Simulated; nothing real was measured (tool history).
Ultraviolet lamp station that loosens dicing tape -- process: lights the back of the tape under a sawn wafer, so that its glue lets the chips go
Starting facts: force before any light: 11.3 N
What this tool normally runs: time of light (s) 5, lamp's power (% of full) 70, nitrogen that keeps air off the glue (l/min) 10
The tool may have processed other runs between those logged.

| run | hour | time of light (s) | lamp's power (% of full) | nitrogen that keeps air off the glue (l/min) | force that peels the tape off (N) | light that reached the tape (mJ/cm2) |
|---|---|---|---|---|---|---|
| 1 | 0 | 5 | 70 | 10 | 1.195 | 501 |
|  | 21.7 | lamp changed |
| 2 | 58.8 | 9 | 70 | 10 | 0.28 | 903 |
| 3 | 118.3 | 9 | 66 | 10 | 0.343 | 842 |
|  | 140.5 | window cleaned of glue's vapour |
| 4 | 161 | 3 | 66 | 10 | 3.029 | 283 |
| 5 | 199.4 | 3 | 66 | 10 | 3.054 | 284 |
| 6 | 255 | 3 | 66 | 10 | 3.165 | 282 |
| 7 | 308.6 | 3 | 66 | 10 | 3.014 | 282 |
| 8 | 348.5 | 3 | 66 | 10 | 3.053 | 281 |
| 9 | 394.4 | 3 | 66 | 10 | 3.175 | 285 |
| 10 | 446.5 | 3 | 66 | 10 | 3.159 | 286 |
| 11 | 501.3 | 5 | 70 | 10 | 1.162 | 499 |
| 12 | 566.2 | 5 | 70 | 10 | 1.172 | 497 |
| 13 | 609.1 | 5 | 70 | 10 | 1.164 | 497 |
| 14 | 645.8 | 5 | 70 | 7 | 1.575 | 495 |
| 15 | 691 | 5 | 70 | 7 | 1.637 | 498 |
| 16 | 748.6 | 5 | 70 | 7 | 1.598 | 498 |
| 17 | 792.9 | 5 | 76 | 8 | 1.181 | 535 |
| 18 | 823.3 | 7 | 86 | 6 | 0.533 | 856 |
| 19 | 855.2 | 3 | 92 | 13 | 1.599 | 392 |
| 20 | 912.4 | 4 | 94 | 10 | 1.075 | 534 |
| 21 | 940.8 | 6 | 81 | 17 | 0.338 | 688 |
| 22 | 999.8 | 6 | 81 | 17 | 0.319 | 699 |
| 23 | 1027.1 | 6 | 81 | 17 | 0.331 | 692 |
|  | 1065.4 | window cleaned of glue's vapour |
| 24 | 1086.5 | 3 | 88 | 16 | 1.475 | 378 |

Estimate the outcome of run 25 from the log above:
| 25 | 1151.2 | 7 | 88 | 4 | ? | ? |

force that peels the tape off (N): 0.747
light that reached the tape (mJ/cm2): 883
With the hidden condition absent and the run-to-run variation left alone, this run would have shown force that peels the tape off (N) 0.742, light that reached the tape (mJ/cm2) 885.
